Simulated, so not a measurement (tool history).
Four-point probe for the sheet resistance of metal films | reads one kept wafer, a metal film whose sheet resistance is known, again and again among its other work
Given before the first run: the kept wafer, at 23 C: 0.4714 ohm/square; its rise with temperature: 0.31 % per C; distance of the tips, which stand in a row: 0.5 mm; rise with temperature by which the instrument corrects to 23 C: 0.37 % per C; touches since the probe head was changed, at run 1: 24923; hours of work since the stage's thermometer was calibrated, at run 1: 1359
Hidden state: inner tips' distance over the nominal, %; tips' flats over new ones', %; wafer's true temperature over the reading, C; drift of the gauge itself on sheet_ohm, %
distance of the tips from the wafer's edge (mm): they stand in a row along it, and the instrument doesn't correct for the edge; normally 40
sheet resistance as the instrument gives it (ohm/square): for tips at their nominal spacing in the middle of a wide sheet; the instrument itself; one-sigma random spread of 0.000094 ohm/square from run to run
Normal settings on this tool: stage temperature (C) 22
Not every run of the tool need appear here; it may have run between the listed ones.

run,hour,stage temperature (C),distance of the tips from the wafer's edge (mm),touches since the probe head was changed,hours of work since the stage's thermometer was calibrated,sheet resistance as the instrument gives it (ohm/square)
1,0.0,22,40,24923,1359,0.471674
2,38.6,22,40,25617,1377,0.471869
3,69.8,22,40,26177,1391,0.471827
4,111.0,22,40,26919,1409,0.471828
5,137.6,22,9,27397,1421,0.472668
6,180.7,22,9,28171,1440,0.472758
7,222.6,22,9,28923,1459,0.472649
8,240.1,22,9,29238,1467,0.472842
9,266.4,24,9,29710,1479,0.472303
10,294.7,22,40,30219,1492,0.472094
11,328.1,33,40,30819,1507,0.469120
12,369.6,22,40,31564,1525,0.472065
13,389.6,22,40,31923,1534,0.472280
14,412.7,31,40,32339,1545,0.469747
15,440.0,31,21,32829,1557,0.469987
16,462.4,22,8,33231,1567,0.473136
17,485.5,22,8,33646,1578,0.473409
18,519.6,22,8,34260,1593,0.473337
19,558.9,22,8,34966,1611,0.473263
20,577.4,24,40,35298,1619,0.471814
21,619.5,24,40,36054,1638,0.471796
22,655.0,22,40,36693,1654,0.472317
23,698.0,22,40,37465,1673,0.472462
24,725.4,22,40,37958,1686,0.472473
25,746.8,22,40,38342,1695,0.472568
26,768.0,22,40,38722,1705,0.472523
27,787.6,34,40,39074,1713,0.469337
28,820.3,34,40,39663,1728,0.469487
29,863.0,34,40,40429,1747,0.469578
30,897.7,24,3,41053,1763,0.478866
31,919.8,25,40,41451,1773,0.472035
32,961.0,26,11,42190,1791,0.472152
33,991.7,26,5,42743,1805,0.474221
34,1015.1,29,23,43164,1816,0.471138
35,1042.4,29,23,43654,1828,0.471123
36,1060.4,28,12,43977,1836,0.471809
37,1103.9,19,5,44759,1856,0.476519
38,1143.4,31,24,45469,1874,0.470591
39,1177.6,31,24,46083,1889,0.470676
40,1217.0,29,5,46791,1907,0.473563
41,1244.9,24,40,47293,1919,0.472501
42,1274.1,24,40,47817,1932,0.472283
43,1308.1,18,17,48428,1948,0.474296
44,1342.6,18,17,49048,1963,0.474436
45,1371.5,18,17,49566,1976,0.474498

Run by run, hidden condition taken away, random variation retained:
run,sheet resistance as the instrument gives it (ohm/square)
1,0.471564
2,0.471720
3,0.471646
4,0.471608
5,0.472423
6,0.472472
7,0.472320
8,0.472496
9,0.471933
10,0.471695
11,0.468700
12,0.471593
13,0.471789
14,0.469245
15,0.469457
16,0.472573
17,0.472825
18,0.472721
19,0.472611
20,0.471147
21,0.471094
22,0.471578
23,0.471681
24,0.471667
25,0.471741
26,0.471676
27,0.468489
28,0.468607
29,0.468655
30,0.477881
31,0.471043
32,0.471122
33,0.473157
34,0.470060
35,0.470019
36,0.470684
37,0.475333
38,0.469392
39,0.469442
40,0.472280
41,0.471188
42,0.470943
43,0.472912
44,0.473019
45,0.473053
